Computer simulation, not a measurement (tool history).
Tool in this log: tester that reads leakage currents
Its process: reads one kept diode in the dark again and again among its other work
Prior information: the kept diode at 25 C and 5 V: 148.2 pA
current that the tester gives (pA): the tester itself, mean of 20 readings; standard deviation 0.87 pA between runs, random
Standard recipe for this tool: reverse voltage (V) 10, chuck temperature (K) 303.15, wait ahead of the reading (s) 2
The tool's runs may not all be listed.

run,hour,reverse voltage (V),chuck temperature (K),wait ahead of the reading (s),current that the tester gives (pA)
1,0,10,303.15,2,295.25
2,89.6,10,303.15,2,293.47
3,187.2,10,303.15,2,293.66
4,324,10,303.15,2,292.96
5,385.7,10,303.15,2,291.53
6,509.1,10,301.15,2,247.01
7,607.4,10,322.15,2,1366.48
8,693,10,331.15,2,2735.29
# hour 759.3: chuck's temperature calibrated
9,765.4,10,303.15,2.75,310.41
10,869.7,19.7,303.15,2,395.14
11,937.6,10,303.15,2,308.54
12,1034.1,2.3,313.15,8.95,435.64
13,1174.8,2.3,305.15,2.27,219.64
14,1285.4,2.6,316.15,6.78,574.67
# hour 1369.2: probe card cleaned and baked
15,1418.4,18,329.15,2,2897.05
16,1505,18,329.15,2,2878.45
17,1635.6,18,326.15,2,2268.28
18,1723.1,18,326.15,2,2269.29
19,1799.7,11.6,330.15,4.38,2663.53
20,1909.9,11.6,330.15,4.38,2654.88
21,2035.2,11.6,330.15,4.38,2653.29

What if the next run were any one of these 4? Each begins from the tool's condition after run 21:
# hour 2092.2: chuck's temperature calibrated
A,2176.5,19.2,303.15,2,?
# hour 2092.2: chuck's temperature calibrated
B,2176.5,18.2,297.15,0.53,?
# hour 2092.2: chuck's temperature calibrated
C,2176.5,10.8,297.15,7.86,?
# hour 2092.2: chuck's temperature calibrated
D,2176.5,2.8,300.15,4.03,?

run,current that the tester gives (pA)
A,364.43
B,212.58
C,176.36
D,149.01
Without the tool's unlogged condition, the same runs would have read:
run,current that the tester gives (pA)
A,356.46
B,204.55
C,171.76
D,148.19
